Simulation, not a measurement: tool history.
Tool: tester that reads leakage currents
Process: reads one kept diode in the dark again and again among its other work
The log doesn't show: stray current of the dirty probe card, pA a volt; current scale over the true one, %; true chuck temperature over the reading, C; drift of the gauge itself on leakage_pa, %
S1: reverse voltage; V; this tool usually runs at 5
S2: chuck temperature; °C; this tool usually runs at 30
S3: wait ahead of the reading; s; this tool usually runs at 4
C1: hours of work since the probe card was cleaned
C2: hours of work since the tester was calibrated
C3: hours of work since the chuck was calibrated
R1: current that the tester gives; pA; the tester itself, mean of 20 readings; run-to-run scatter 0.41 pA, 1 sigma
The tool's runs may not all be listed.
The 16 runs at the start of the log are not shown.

| run | day | S1 | S2 | S3 | C1 | C2 | C3 | R1 |
|---|---|---|---|---|---|---|---|---|
| 17 | 14.575 | 5 | 30 | 7.59 | 1171 | 967 | 447 | 135.02 |
| 18 | 15.254 | 5 | 30 | 4 | 1181 | 977 | 457 | 134.69 |
| 19 | 16.004 | 5 | 30 | 4 | 1192 | 989 | 468 | 135.05 |
| 20 | 16.812 | 5 | 30 | 4 | 1205 | 1001 | 481 | 134.96 |
| 21 | 17.646 | 10.16 | 46 | 6.47 | 1217 | 1014 | 493 | 691.58 |
| 22 | 18.446 | 2.39 | 38 | 0.73 | 1229 | 1026 | 505 | 177.53 |
| 23 | 19.554 | 2.39 | 38 | 0.73 | 1246 | 1043 | 522 | 177.11 |
| 24 | 20.721 | 2.39 | 38 | 0.73 | 1264 | 1060 | 540 | 176.78 |
| 25 | 21.321 | 2.39 | 38 | 0.73 | 1273 | 1069 | 549 | 176.59 |
| 26 | 22.267 | 4.42 | 49 | 4 | 1287 | 1084 | 563 | 566.33 |
| 27 | 23.288 | 18.65 | 21 | 0.74 | 1303 | 1099 | 579 | 141.72 |
| 28 | 23.867 | 4.36 | 29 | 4 | 1312 | 1108 | 588 | 115.21 |
| 29 | 24.696 | 4.36 | 29 | 4 | 1324 | 1120 | 600 | 114.65 |
| 30 | 25.475 | 4.36 | 29 | 4 | 1336 | 1132 | 612 | 114.86 |
| 31 | 26.162 | 3.31 | 24 | 4 | 1346 | 1143 | 622 | 65.6 |
| 32 | 27.083 | 6.69 | 46 | 1.48 | 1360 | 1157 | 636 | 548.68 |
| 33 | 27.938 | 2.16 | 46 | 1.48 | 1373 | 1169 | 649 | 311.71 |
| 34 | 28.983 | 2.47 | 32 | 5.35 | 1389 | 1185 | 665 | 108.18 |
| 35 | 29.925 | 8.56 | 35 | 1.7 | 1403 | 1200 | 679 | 262.33 |
| 36 | 30.725 | 8.56 | 33 | 0.36 | 1415 | 1212 | 691 | 227.17 |
| 37 | 31.583 | 5.52 | 37 | 0.36 | 1428 | 1225 | 704 | 246.88 |
| 38 | 32.817 | 16.77 | 39 | 4 | 1447 | 1243 | 723 | 509.17 |
| 39 | 33.933 | 16.77 | 39 | 4 | 1464 | 1260 | 740 | 504.51 |
| 40 | 35.138 | 3.28 | 30 | 7.05 | 1482 | 1279 | 758 | 105.54 |

Alternative continuations, all from the tool just after run 40; predict every row:
| A | 36.154 | 10.55 | 30 | 0.62 | 1498 | 1294 | 774 | ? |
| B | 36.154 | 5 | 26 | 0.67 | 1498 | 1294 | 774 | ? |
| C | 36.154 | 1.53 | 30 | 7.05 | 1498 | 1294 | 774 | ? |

| run | R1 |
|---|---|
| A | 198.96 |
| B | 96.66 |
| C | 71.38 |
The same runs, with their run-to-run variation unchanged, on a tool lacking any hidden condition would have given:
| run | R1 |
|---|---|
| A | 200.31 |
| B | 97.87 |
| C | 76.8 |

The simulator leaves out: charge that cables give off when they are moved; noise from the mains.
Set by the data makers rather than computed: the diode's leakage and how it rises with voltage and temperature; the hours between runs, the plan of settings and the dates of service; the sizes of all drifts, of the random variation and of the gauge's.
